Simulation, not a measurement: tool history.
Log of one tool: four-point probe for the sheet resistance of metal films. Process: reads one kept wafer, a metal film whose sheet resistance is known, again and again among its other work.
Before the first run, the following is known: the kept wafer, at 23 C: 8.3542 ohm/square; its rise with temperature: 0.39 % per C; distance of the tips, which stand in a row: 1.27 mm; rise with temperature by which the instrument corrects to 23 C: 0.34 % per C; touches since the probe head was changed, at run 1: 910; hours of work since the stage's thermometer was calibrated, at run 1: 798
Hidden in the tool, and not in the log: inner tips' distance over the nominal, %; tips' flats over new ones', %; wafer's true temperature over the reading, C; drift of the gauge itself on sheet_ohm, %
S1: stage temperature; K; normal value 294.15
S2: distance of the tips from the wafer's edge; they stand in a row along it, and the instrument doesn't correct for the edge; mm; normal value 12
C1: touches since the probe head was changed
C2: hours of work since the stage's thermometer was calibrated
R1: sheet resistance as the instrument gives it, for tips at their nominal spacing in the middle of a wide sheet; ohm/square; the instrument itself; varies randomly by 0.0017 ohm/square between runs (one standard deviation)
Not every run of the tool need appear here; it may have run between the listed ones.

Run 1, hour 0: usual settings; C1 910; C2 798. Result: R1 8.420689 ohm/square.
Run 2, hour 27.1: usual settings; C1 1775; C2 809. Result: R1 8.423308 ohm/square.
Run 3, hour 58.3: usual settings; C1 2769; C2 821. Result: R1 8.426545 ohm/square.
Run 4, hour 84.8: usual settings; C1 3614; C2 832. Result: R1 8.423613 ohm/square.
Run 5, hour 101.7: usual settings; C1 4155; C2 839. Result: R1 8.423538 ohm/square.
Run 6, hour 126.8: usual settings; C1 4956; C2 849. Result: R1 8.427164 ohm/square.
Run 7, hour 149.6: usual settings but S1 296.15 K; C1 5682; C2 859. Result: R1 8.432923 ohm/square.
Run 8, hour 177.2: usual settings but S1 296.15 K; C1 6563; C2 870. Result: R1 8.433145 ohm/square.
Run 9, hour 204.5: usual settings but S1 298.15 K; C1 7435; C2 881. Result: R1 8.439676 ohm/square.
Run 10, hour 226: usual settings but S2 10 mm; C1 8120; C2 890. Result: R1 8.448731 ohm/square.
Run 11, hour 249.5: usual settings but S2 10 mm; C1 8871; C2 900. Result: R1 8.447724 ohm/square.
Run 12, hour 272.9: usual settings but S2 10 mm; C1 9616; C2 909. Result: R1 8.451168 ohm/square.
Run 13, hour 294.8: usual settings but S2 10 mm; C1 10316; C2 918. Result: R1 8.451836 ohm/square.
Run 14, hour 310.6: usual settings but S2 10 mm; C1 10819; C2 925. Result: R1 8.448837 ohm/square.
Run 15, hour 339.6: usual settings but S2 10 mm; C1 11745; C2 936. Result: R1 8.450261 ohm/square.
Run 16, hour 353.3: usual settings but S2 10 mm; C1 12182; C2 942. Result: R1 8.455035 ohm/square.
Run 17, hour 366.8: usual settings but S2 5 mm; C1 12612; C2 947. Result: R1 8.660713 ohm/square.
Run 18, hour 393.9: usual settings but S2 31 mm; C1 13476; C2 959. Result: R1 8.388298 ohm/square.
Run 19, hour 408: usual settings but S2 31 mm; C1 13928; C2 964. Result: R1 8.386402 ohm/square.
Run 20, hour 431.8: usual settings but S2 31 mm; C1 14687; C2 974. Result: R1 8.388542 ohm/square.
Run 21, hour 456.5: usual settings but S1 306.15 K; C1 15474; C2 984. Result: R1 8.476593 ohm/square.
Run 22, hour 472.2: usual settings but S1 306.15 K; C1 15976; C2 991. Result: R1 8.474985 ohm/square.
Run 23, hour 489.2: usual settings but S1 307.15 K; C1 16518; C2 998. Result: R1 8.479673 ohm/square.
Run 24, hour 511.4: usual settings but S2 22 mm; C1 17226; C2 1007. Result: R1 8.397911 ohm/square.
Run 25, hour 526.3: usual settings but S2 22 mm; C1 17701; C2 1013. Result: R1 8.399567 ohm/square.
Run 26, hour 557.3: usual settings but S1 295.15 K, S2 20 mm; C1 18690; C2 1025. Result: R1 8.405452 ohm/square.
Run 27, hour 576.5: usual settings but S1 295.15 K, S2 20 mm; C1 19303; C2 1033. Result: R1 8.404487 ohm/square.
Run 28, hour 597.9: usual settings but S1 295.15 K, S2 20 mm; C1 19985; C2 1042. Result: R1 8.405407 ohm/square.
Run 29, hour 620: usual settings but S1 303.15 K, S2 7 mm; C1 20692; C2 1051. Result: R1 8.565177 ohm/square.
Run 30, hour 633.3: usual settings but S1 303.15 K, S2 7 mm; C1 21116; C2 1056. Result: R1 8.564806 ohm/square.
Run 31, hour 647.1: usual settings but S1 303.15 K, S2 7 mm; C1 21556; C2 1062. Result: R1 8.561587 ohm/square.
Run 32, hour 669.7: usual settings but S1 292.15 K, S2 10 mm; C1 22276; C2 1071. Result: R1 8.449733 ohm/square.
Run 33, hour 683.3: usual settings but S1 302.15 K, S2 9 mm; C1 22710; C2 1077. Result: R1 8.504056 ohm/square.
Run 34, hour 697.4: usual settings but S1 302.15 K, S2 9 mm; C1 23161; C2 1083. Result: R1 8.504113 ohm/square.
Run 35, hour 728.1: usual settings but S1 306.15 K, S2 8 mm; C1 24140; C2 1095. Result: R1 8.54273 ohm/square.
Run 36, hour 754.4: usual settings but S1 293.15 K, S2 18 mm; C1 24978; C2 1106. Result: R1 8.404532 ohm/square.
Run 37, hour 773.1: usual settings but S2 3 mm; C1 25575; C2 1113. Result: R1 9.118719 ohm/square.
Run 38, hour 798.7: usual settings but S1 296.15 K, S2 72 mm; C1 26391; C2 1124. Result: R1 8.394874 ohm/square.
Run 39, hour 822.4: usual settings but S1 296.15 K, S2 72 mm; C1 27150; C2 1134. Result: R1 8.396918 ohm/square.
Run 40, hour 839.6: usual settings but S1 296.15 K, S2 72 mm; C1 27697; C2 1141. Result: R1 8.394257 ohm/square.
Run 41, hour 853: usual settings but S1 296.15 K, S2 72 mm; C1 28125; C2 1146. Result: R1 8.39515 ohm/square.
Run 42, hour 879.2: usual settings but S1 296.15 K, S2 72 mm; C1 28962; C2 1157. Result: R1 8.39479 ohm/square.
Run 43, hour 907.6: usual settings but S1 293.15 K, S2 22 mm; C1 29866; C2 1168. Result: R1 8.401482 ohm/square.
Run 44, hour 921: usual settings but S1 293.15 K, S2 22 mm; C1 30293; C2 1174. Result: R1 8.398815 ohm/square.
Run 45, hour 933.8: usual settings but S1 297.15 K, S2 7 mm; C1 30702; C2 1179. Result: R1 8.547242 ohm/square.

Here are 3 independent what-if runs from the current tool condition. What would each one return?
Run A, hour 949.5: usual settings but S1 302.15 K, S2 7 mm; C1 31204; C2 1186. Result: R1 ?.
Run B, hour 949.5: usual settings but S1 300.15 K; C1 31204; C2 1186. Result: R1 ?.
Run C, hour 949.5: usual settings but S1 301.15 K, S2 3 mm; C1 31204; C2 1186. Result: R1 ?.

run        R1
  A  8.566907
  B  8.463874
  C  9.152271
What these runs would have given with no unlogged condition in the tool:
run        R1
  A  8.523413
  B  8.420803
  C   9.10599

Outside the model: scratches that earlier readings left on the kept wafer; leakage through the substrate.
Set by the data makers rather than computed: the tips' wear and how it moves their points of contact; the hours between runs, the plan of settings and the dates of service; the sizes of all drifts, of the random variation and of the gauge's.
